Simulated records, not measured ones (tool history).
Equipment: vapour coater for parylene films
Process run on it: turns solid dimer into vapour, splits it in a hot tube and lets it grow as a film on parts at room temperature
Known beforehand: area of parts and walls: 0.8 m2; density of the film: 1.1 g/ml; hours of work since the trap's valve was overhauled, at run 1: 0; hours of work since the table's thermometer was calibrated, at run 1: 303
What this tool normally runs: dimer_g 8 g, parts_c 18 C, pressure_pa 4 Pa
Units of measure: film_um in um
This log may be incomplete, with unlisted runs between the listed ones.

run,hour,dimer_g,parts_c,pressure_pa,hours of work since the trap's valve was overhauled,hours of work since the table's thermometer was calibrated,film_um
1,0,8,18,4,0,303,6.04
2,27.7,8,18,4,12,316,6.08
3,61.2,8,18,6.52,27,330,5.62
4,90.2,8,18,6.52,40,343,5.61
5,128.2,8,18,6.52,57,360,5.59
6,164.6,8,18,6.52,73,376,5.49
7,183.3,8,18,6.52,81,384,5.45
8,210.8,8,18,6.52,93,396,5.58
9,236,4,18,6.52,104,408,2.73
10,268.3,5,18,4,119,422,3.63
11,307.7,5,26,4,136,439,3.19
12,346.3,5,26,2.1,153,456,3.48
13,368.8,5,26,2.1,163,466,3.45
14,390.2,8,18,4,173,476,5.65
15,420.2,8,18,4,186,489,5.72
16,454.6,8,18,4,201,504,5.6
17,475.4,8,18,4,210,513,5.63
# hour 510.6: trap's valve overhauled
18,515.7,8,26,4,2,529,5.37
19,541.3,8,18,2.95,14,541,6.31
20,566.8,8,18,2.95,25,552,6.36
21,597.3,5,18,4,38,566,3.74
22,617.8,5,18,4,47,575,3.75
23,645.7,5,18,4,60,587,3.72
24,677.8,5,18,4,74,601,3.66
25,715.7,11,12,2.56,91,618,9.35
26,732.9,4,28,4.84,98,625,2.43
27,768.3,4,28,4.84,114,641,2.43
28,790.5,13,30,8.47,124,651,7
29,822.5,13,30,8.47,138,665,7.07
30,841.8,13,30,8.47,146,674,7
31,868.4,13,30,8.47,158,685,6.95
32,905.3,13,30,8.47,174,702,6.97
33,929.6,9,12,6.48,185,712,6.6
34,950.9,4,18,6.2,195,722,2.7
35,989.8,4,18,6.2,212,739,2.55
# hour 1020.2: trap's valve overhauled
36,1026.9,6,27,4,3,754,3.94
37,1061.8,4,14,2.09,18,769,3.45
38,1100.7,5,23,8.86,36,786,3.1
39,1124,4,12,6.37,46,797,3.02
40,1160.9,4,12,6.37,62,813,3.04
41,1180,3,16,8.34,71,821,2.06
42,1214.8,3,16,5.29,86,837,2.15
43,1252.3,3,16,5.29,103,853,2.15
44,1276.2,3,16,5.29,113,864,2.17
45,1312.7,3,16,5.29,129,880,2.15
46,1335.3,3,16,5.29,139,890,2.13
47,1370.6,3,16,5.29,155,906,2.15
48,1396.7,5,28,5.29,166,917,2.94

3 options for the next run, each taken on its own from the tool as it stands now. Forecast them:
A,1427.4,8,12,2.48,180,931,?
B,1427.4,5,24,5.29,180,931,?
C,1427.4,12,18,4,180,931,?

run,film_um
A,6.68
B,3.11
C,8.36
Take away the tool's hidden state, keep each run's random variation, and the runs would have read:
run,film_um
A,7.18
B,3.35
C,8.99
